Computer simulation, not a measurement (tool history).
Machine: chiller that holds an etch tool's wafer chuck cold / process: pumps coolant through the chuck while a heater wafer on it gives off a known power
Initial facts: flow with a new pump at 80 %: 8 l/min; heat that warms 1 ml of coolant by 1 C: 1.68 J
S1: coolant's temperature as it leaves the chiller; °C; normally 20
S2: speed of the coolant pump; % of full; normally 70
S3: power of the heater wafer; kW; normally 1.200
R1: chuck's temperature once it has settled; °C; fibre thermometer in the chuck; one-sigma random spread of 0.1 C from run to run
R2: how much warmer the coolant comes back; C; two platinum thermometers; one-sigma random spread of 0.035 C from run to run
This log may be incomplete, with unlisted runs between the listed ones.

Run 1, hour 0.0: usual settings. Result: R1 33.0 °C, R2 6.52 C.
Run 2, hour 79.1: usual settings. Result: R1 32.9 °C, R2 6.45 C.
Run 3, hour 126.6: usual settings but S3 0.884 kW. Result: R1 29.7 °C, R2 4.77 C.
Run 4, hour 209.1: usual settings but S3 0.884 kW. Result: R1 29.6 °C, R2 4.78 C.
Run 5, hour 265.6: usual settings but S3 0.622 kW. Result: R1 26.6 °C, R2 3.41 C.
Run 6, hour 339.1: usual settings but S3 0.622 kW. Result: R1 26.8 °C, R2 3.37 C.
Run 7, hour 376.2: usual settings but S3 0.622 kW. Result: R1 26.8 °C, R2 3.35 C.
Run 8, hour 410.3: usual settings but S3 0.622 kW. Result: R1 26.5 °C, R2 3.35 C.
Run 9, hour 472.5: usual settings. Result: R1 33.5 °C, R2 6.52 C.
At hour 509.4: coolant changed, channels flushed.
Run 10, hour 529.6: usual settings. Result: R1 32.3 °C, R2 6.53 C.
Run 11, hour 600.6: usual settings but S2 100 % of full. Result: R1 28.9 °C, R2 4.39 C.
At hour 610.6: coolant pump overhauled.
Run 12, hour 685.2: usual settings but S2 81 % of full, S3 1.662 kW. Result: R1 35.3 °C, R2 7.86 C.
At hour 706.5: chiller's thermometer calibrated.
At hour 758.6: coolant pump overhauled, once more.
Run 13, hour 759.3: usual settings but S1 13 °C, S2 66 % of full, S3 0.689 kW. Result: R1 20.5 °C, R2 3.82 C.
Run 14, hour 834.5: usual settings but S2 64 % of full, S3 1.611 kW. Result: R1 37.7 °C, R2 9.29 C.
Run 15, hour 901.9: usual settings but S2 64 % of full, S3 1.611 kW. Result: R1 37.8 °C, R2 9.28 C.
Run 16, hour 976.5: usual settings but S2 64 % of full, S3 1.611 kW. Result: R1 37.6 °C, R2 9.29 C.
Run 17, hour 1044.6: usual settings but S1 15 °C, S2 90 % of full, S3 1.069 kW. Result: R1 23.8 °C, R2 4.22 C.
Run 18, hour 1127.9: usual settings but S1 28 °C, S2 90 % of full, S3 1.069 kW. Result: R1 36.7 °C, R2 4.26 C.
Run 19, hour 1195.8: usual settings but S2 83 % of full, S3 1.257 kW. Result: R1 31.0 °C, R2 5.39 C.
Run 20, hour 1242.0: usual settings but S1 14 °C, S2 73 % of full, S3 0.644 kW. Result: R1 20.4 °C, R2 3.16 C.

Forecast each of these 3 alternatives for the next run:
Run A, hour 1310.5: usual settings but S1 26 °C, S2 94 % of full, S3 0.750 kW. Result: R1 ?, R2 ?.
Run B, hour 1310.5: usual settings but S2 77 % of full, S3 1.016 kW. Result: R1 ?, R2 ?.
Run C, hour 1310.5: usual settings but S1 23 °C, S2 68 % of full. Result: R1 ?, R2 ?.

run    R1    R2
  A  32.2  2.83
  B  29.6  4.78
  C  35.6  6.47
With no hidden state in the tool, these same runs would have given:
run    R1    R2
  A  32.0  2.81
  B  29.3  4.74
  C  35.2  6.42

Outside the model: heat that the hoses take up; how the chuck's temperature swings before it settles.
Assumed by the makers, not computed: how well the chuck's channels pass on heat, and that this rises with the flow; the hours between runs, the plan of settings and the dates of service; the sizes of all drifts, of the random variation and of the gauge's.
